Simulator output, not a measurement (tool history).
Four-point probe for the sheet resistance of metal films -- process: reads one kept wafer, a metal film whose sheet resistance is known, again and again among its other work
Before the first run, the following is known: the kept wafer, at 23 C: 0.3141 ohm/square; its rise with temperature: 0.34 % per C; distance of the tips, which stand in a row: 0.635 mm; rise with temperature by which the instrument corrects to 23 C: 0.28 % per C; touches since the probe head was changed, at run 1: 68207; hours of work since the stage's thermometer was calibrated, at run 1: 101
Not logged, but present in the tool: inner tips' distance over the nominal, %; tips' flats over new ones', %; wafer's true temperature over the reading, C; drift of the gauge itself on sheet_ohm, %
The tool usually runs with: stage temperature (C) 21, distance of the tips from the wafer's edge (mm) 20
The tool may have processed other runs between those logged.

run,day,stage temperature (C),distance of the tips from the wafer's edge (mm),touches since the probe head was changed,hours of work since the stage's thermometer was calibrated,sheet resistance as the instrument gives it (ohm/square)
1,0.000,21,20,68207,101,0.313729
2,2.917,21,12,69609,136,0.313983
3,5.983,21,20,71083,173,0.313666
4,11.725,21,20,73846,242,0.313696
5,17.429,21,20,76587,310,0.313667
6,20.038,23,20,77843,341,0.314006
7,24.362,21,20,79923,393,0.313627
8,28.225,21,20,81779,440,0.313635
# day 28.621: stage's thermometer calibrated
9,32.117,21,27,83642,42,0.313524
10,35.246,21,11,85146,80,0.314049
11,38.742,21,3,86827,121,0.320813
12,41.646,21,3,88223,156,0.320839
13,45.496,21,3,90075,202,0.320801
14,51.383,21,20,92905,273,0.313436
# day 52.117: stage's thermometer calibrated, once more
15,54.662,21,20,94472,31,0.313044
16,59.217,21,20,96662,85,0.313110
17,63.846,21,20,98889,141,0.313125
18,66.425,21,20,100128,172,0.313065
19,70.592,19,20,102132,222,0.312819
20,75.654,24,4,104566,282,0.317725
21,80.329,24,4,106816,338,0.317756
22,83.367,28,20,108275,375,0.314220
23,86.450,21,11,109757,412,0.313472
24,89.367,21,37,111161,447,0.312950
25,93.250,27,20,113028,493,0.314135
26,99.042,21,15,115812,563,0.313178
27,104.508,19,5,118442,628,0.315152

For each entry between runs, how does the tool's hidden state at the last listed run before it compare with that at the first listed run after it?
After run 8, before run 9: stage's thermometer calibrated (day 28.621)
  inner tips' distance over the nominal, %: -0.149 -> -0.156; tips' flats over new ones', %: 82 -> 84; wafer's true temperature over the reading, C: 0.16 -> 0.23
  measured result minus the result with no hidden state, sheet resistance as the instrument gives it (ohm/square): -0.000332 -> -0.000288
After run 14, before run 15: stage's thermometer calibrated, once more (day 52.117)
  inner tips' distance over the nominal, %: -0.19 -> -0.196; tips' flats over new ones', %: 93 -> 95; wafer's true temperature over the reading, C: 0.29 -> -0.07
  measured result minus the result with no hidden state, sheet resistance as the instrument gives it (ohm/square): -0.000342 -> -0.000746
